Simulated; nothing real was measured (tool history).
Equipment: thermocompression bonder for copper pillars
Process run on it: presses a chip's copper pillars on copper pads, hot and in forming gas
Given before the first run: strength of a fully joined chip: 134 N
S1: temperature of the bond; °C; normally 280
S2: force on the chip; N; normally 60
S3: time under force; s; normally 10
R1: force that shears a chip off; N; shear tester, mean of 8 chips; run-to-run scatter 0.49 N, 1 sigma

run	hour	S1	S2	S3	R1
1	0	280	60	10	72.4
# hour 47.2: forming gas filter changed
2	52.3	280	60	14	88.3
3	90.5	280	60	14	88.1
4	134.2	280	58	14	85.5
5	196	280	60	10	79
6	245.6	280	50	10	67.7
7	307.4	280	50	12	71.3
# hour 314.5: force cell calibrated
8	342.3	280	50	12	69.6
9	405.7	299	81	21	113.1
10	439.7	275	47	23	76.7
11	472.6	275	47	18	70.7
12	506.3	285	64	10	80.5
13	550.6	277	43	10	54

Measured less the same run without the tool's hidden state. The same run-to-run variation is in both; the gauge's scatter may not be:
Hidden state at play: true temperature of the bond over the reading, C; force that reaches the chip, % of what is set; oxide that the forming gas leaves, % of the face; drift of the gauge itself on shear_n, %.
run	R1
1	-6.4
2	+0.8
3	+0.3
4	-0.2
5	-1
6	-1.3
7	-2.1
8	-3.2
9	-6.8
10	-4.8
11	-4.8
12	-6.1
13	-4.5

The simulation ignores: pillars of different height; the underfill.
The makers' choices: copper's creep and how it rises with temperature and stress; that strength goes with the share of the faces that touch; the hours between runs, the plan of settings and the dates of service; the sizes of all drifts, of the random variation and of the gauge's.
